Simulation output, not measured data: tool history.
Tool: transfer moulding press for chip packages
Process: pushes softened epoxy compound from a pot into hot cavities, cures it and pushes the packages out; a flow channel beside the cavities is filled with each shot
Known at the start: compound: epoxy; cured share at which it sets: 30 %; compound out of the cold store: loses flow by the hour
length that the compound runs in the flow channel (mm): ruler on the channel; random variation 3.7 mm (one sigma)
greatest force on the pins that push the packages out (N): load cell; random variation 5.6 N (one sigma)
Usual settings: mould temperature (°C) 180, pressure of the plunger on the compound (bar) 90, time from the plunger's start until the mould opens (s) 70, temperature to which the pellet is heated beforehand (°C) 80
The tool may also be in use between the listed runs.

run   hour  mould temperature (°C)  pressure of the plunger on the compound (bar)  time from the plunger's start until the mould opens (s)  temperature to which the pellet is heated beforehand (°C)  incoming compound's hours out of the cold store  length that the compound runs in the flow channel (mm)  greatest force on the pins that push the packages out (N)
  1      0                     180                                             90                                                       70                                                         80                                             37.4                                                     512                                                        193
  2   11.4                     180                                          103.3                                                       70                                                         80                                             15.6                                                     623                                                        251
  3   23.6                     180                                             90                                                       70                                                         70                                             16.2                                                     575                                                        275
  4     33                     180                                             90                                                       70                                                         75                                             13.6                                                     588                                                        312
  5   39.1                     180                                             90                                                       70                                                         75                                             23.9                                                     549                                                        310
  6   53.3                     180                                             90                                                       70                                                         80                                             31.5                                                     523                                                        337
  7   64.3                     180                                             97                                                       70                                                         80                                             31.9                                                     550                                                        331
      67.3  -- cavities cleaned with cleaning compound and waxed
  8   74.2                     180                                             97                                                       70                                                         80                                             15.2                                                     591                                                        233
  9   86.7                     180                                             97                                                       70                                                         80                                             26.4                                                     559                                                        263
 10   99.4                     180                                             97                                                       70                                                         80                                             30.4                                                     544                                                        277
     102.8  -- mould's thermocouples calibrated
 11  110.6                     183                                             97                                                       70                                                         80                                               23                                                     561                                                        286
 12  122.7                     183                                           98.9                                                       70                                                         80                                             45.5                                                     497                                                        312
     129.2  -- mould's thermocouples calibrated, once more
 13  131.5                     183                                           98.9                                                       70                                                         80                                             41.2                                                     511                                                        310
     138.5  -- cavities cleaned with cleaning compound and waxed
 14  147.6                     183                                           98.9                                                       70                                                         80                                             19.5                                                     577                                                        207
 15  156.8                     180                                             90                                                       92                                                         80                                             36.8                                                     499                                                        222
 16  167.2                     180                                             90                                                       92                                                         80                                             37.1                                                     497                                                        228
     170.3  -- plunger's sealing rings changed
 17  176.4                     180                                             90                                                       92                                                         80                                             32.8                                                     551                                                        247
 18    189                     180                                             90                                                       85                                                         80                                             18.2                                                     591                                                        292
 19  200.5                     180                                             90                                                       85                                                         80                                               43                                                     513                                                        297
     207.9  -- cavities cleaned with cleaning compound and waxed
 20  215.9                     180                                           85.2                                                       59                                                         85                                                9                                                     613                                                        318
 21  226.5                     180                                           91.3                                                       59                                                         87                                              9.3                                                     624                                                        364
 22  237.6                     180                                           91.3                                                       59                                                         87                                             17.1                                                     597                                                        398

Forecast each of these 5 alternatives for the next run:
  A  244.2                     180                                          109.2                                                       74                                                         80                                             10.2                                                       ?                                                          ?
  B  244.2                     177                                             90                                                       97                                                         78                                             38.2                                                       ?                                                          ?
  C  244.2                     180                                            100                                                       70                                                         80                                             14.2                                                       ?                                                          ?
  D  244.2                     180                                             90                                                       70                                                         77                                             46.2                                                       ?                                                          ?
  E  244.2                     187                                           89.2                                                       77                                                         87                                             12.9                                                       ?                                                          ?

run  length that the compound runs in the flow channel (mm)  greatest force on the pins that push the packages out (N)
  A                                                     684                                                        301
  B                                                     530                                                        249
  C                                                     635                                                        322
  D                                                     500                                                        299
  E                                                     599                                                        241
Without the tool's hidden state the same runs would have given:
run  length that the compound runs in the flow channel (mm)  greatest force on the pins that push the packages out (N)
  A                                                     694                                                        193
  B                                                     538                                                        156
  C                                                     645                                                        203
  D                                                     507                                                        190
  E                                                     609                                                        151

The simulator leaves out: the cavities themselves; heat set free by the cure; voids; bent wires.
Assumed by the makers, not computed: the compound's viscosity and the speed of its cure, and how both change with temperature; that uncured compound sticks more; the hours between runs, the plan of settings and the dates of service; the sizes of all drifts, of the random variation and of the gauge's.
